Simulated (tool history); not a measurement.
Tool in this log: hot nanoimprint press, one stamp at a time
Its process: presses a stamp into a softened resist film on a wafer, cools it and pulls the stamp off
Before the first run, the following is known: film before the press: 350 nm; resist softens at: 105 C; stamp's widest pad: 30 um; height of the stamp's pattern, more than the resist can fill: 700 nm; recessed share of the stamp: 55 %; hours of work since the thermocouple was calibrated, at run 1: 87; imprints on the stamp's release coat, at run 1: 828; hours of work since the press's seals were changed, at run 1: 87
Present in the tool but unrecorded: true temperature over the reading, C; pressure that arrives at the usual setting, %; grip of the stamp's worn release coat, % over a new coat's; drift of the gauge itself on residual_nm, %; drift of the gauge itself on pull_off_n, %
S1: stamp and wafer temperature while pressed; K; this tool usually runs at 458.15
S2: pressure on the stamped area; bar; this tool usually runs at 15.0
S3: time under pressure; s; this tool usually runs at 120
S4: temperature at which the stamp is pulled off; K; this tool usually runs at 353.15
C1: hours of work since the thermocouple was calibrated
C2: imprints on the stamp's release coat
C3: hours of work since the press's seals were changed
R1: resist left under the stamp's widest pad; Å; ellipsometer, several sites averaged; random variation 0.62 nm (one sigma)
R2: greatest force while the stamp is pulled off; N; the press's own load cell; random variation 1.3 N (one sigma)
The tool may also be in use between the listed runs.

Run 1, hour 0.0: usual settings; C1 87; C2 828; C3 87. Result: R1 2122 Å, R2 177 N.
Run 2, hour 20.3: usual settings but S2 13.3 bar; C1 96; C2 897; C3 96. Result: R1 2206 Å, R2 177 N.
Run 3, hour 41.3: usual settings; C1 105; C2 968; C3 105. Result: R1 2126 Å, R2 182 N.
Run 4, hour 57.4: usual settings; C1 113; C2 1022; C3 113. Result: R1 2129 Å, R2 180 N.
Run 5, hour 92.2: usual settings; C1 128; C2 1140; C3 128. Result: R1 2129 Å, R2 184 N.
Run 6, hour 121.5: usual settings but S1 457.15 K; C1 141; C2 1239; C3 141. Result: R1 2220 Å, R2 184 N.
At hour 140.5: stamp cleaned and given a new release coat.
Run 7, hour 145.6: usual settings but S1 457.15 K; C1 150; C2 17; C3 150. Result: R1 2214 Å, R2 169 N.
Run 8, hour 172.2: usual settings; C1 161; C2 107; C3 161. Result: R1 2144 Å, R2 169 N.
Run 9, hour 189.8: usual settings but S3 166 s; C1 169; C2 167; C3 169. Result: R1 1943 Å, R2 171 N.
Run 10, hour 210.4: usual settings but S3 166 s; C1 179; C2 236; C3 179. Result: R1 1949 Å, R2 173 N.
Run 11, hour 239.1: usual settings but S2 13.6 bar; C1 191; C2 333; C3 191. Result: R1 2235 Å, R2 173 N.
Run 12, hour 276.3: usual settings; C1 208; C2 459; C3 208. Result: R1 2173 Å, R2 174 N.
Run 13, hour 306.5: usual settings but S3 114 s; C1 222; C2 561; C3 222. Result: R1 2202 Å, R2 179 N.
Run 14, hour 344.1: usual settings but S1 450.15 K; C1 239; C2 688; C3 239. Result: R1 2815 Å, R2 182 N.
Run 15, hour 382.4: usual settings but S2 10.5 bar; C1 256; C2 818; C3 256. Result: R1 2422 Å, R2 180 N.
At hour 391.0: plate thermocouple calibrated.
Run 16, hour 418.5: usual settings but S3 134 s, S4 341.15 K; C1 12; C2 930; C3 271. Result: R1 2177 Å, R2 251 N.
Run 17, hour 454.5: usual settings but S3 134 s, S4 341.15 K; C1 28; C2 1051; C3 287. Result: R1 2186 Å, R2 254 N.
Run 18, hour 478.7: usual settings but S1 462.15 K, S3 134 s, S4 341.15 K; C1 39; C2 1133; C3 298. Result: R1 1860 Å, R2 251 N.
At hour 494.0: plate thermocouple calibrated, once more.
Run 19, hour 520.1: usual settings but S1 454.15 K, S3 134 s, S4 360.15 K; C1 12; C2 1263; C3 315. Result: R1 2346 Å, R2 145 N.
At hour 533.1: stamp cleaned and given a new release coat.
Run 20, hour 552.6: usual settings but S1 454.15 K, S3 134 s, S4 360.15 K; C1 24; C2 66; C3 327. Result: R1 2356 Å, R2 133 N.
Run 21, hour 590.9: usual settings but S1 454.15 K, S3 134 s, S4 360.15 K; C1 41; C2 195; C3 344. Result: R1 2353 Å, R2 134 N.
Run 22, hour 612.8: usual settings but S1 454.15 K, S2 12.1 bar, S3 101 s, S4 341.15 K; C1 51; C2 269; C3 354. Result: R1 2662 Å, R2 232 N.
Run 23, hour 647.0: usual settings but S1 456.15 K; C1 66; C2 385; C3 369. Result: R1 2267 Å, R2 172 N.
Run 24, hour 683.3: usual settings but S1 461.15 K, S4 351.15 K; C1 82; C2 507; C3 385. Result: R1 1873 Å, R2 183 N.
Run 25, hour 709.7: usual settings but S1 456.15 K, S3 64 s; C1 94; C2 596; C3 397. Result: R1 2676 Å, R2 176 N.
Run 26, hour 739.6: usual settings but S1 456.15 K, S3 64 s; C1 108; C2 698; C3 411. Result: R1 2679 Å, R2 177 N.
Run 27, hour 762.5: usual settings but S1 462.15 K, S2 23.4 bar, S4 340.15 K; C1 118; C2 775; C3 421. Result: R1 1529 Å, R2 245 N.
Run 28, hour 786.6: usual settings but S1 451.15 K, S2 23.4 bar, S3 156 s, S4 342.15 K; C1 129; C2 857; C3 432. Result: R1 2254 Å, R2 233 N.
Run 29, hour 824.2: usual settings but S1 446.15 K, S2 18.7 bar, S4 354.15 K; C1 145; C2 984; C3 449. Result: R1 2943 Å, R2 176 N.

Results for each run, recomputed without the tool's hidden state and with each run's random variation untouched:
run    R1   R2
  1  2076  164
  2  2158  164
  3  2074  167
  4  2074  165
  5  2067  166
  6  2153  164
  7  2144  165
  8  2069  164
  9  1865  165
 10  1867  166
 11  2148  164
 12  2079  163
 13  2102  166
 14  2722  167
 15  2316  164
 16  1993  224
 17  1996  225
 18  1680  221
 19  2332  132
 20  2337  131
 21  2328  131
 22  2638  226
 23  2232  166
 24  1833  174
 25  2635  166
 26  2634  166
 27  1476  228
 28  2184  216
 29  2889  160
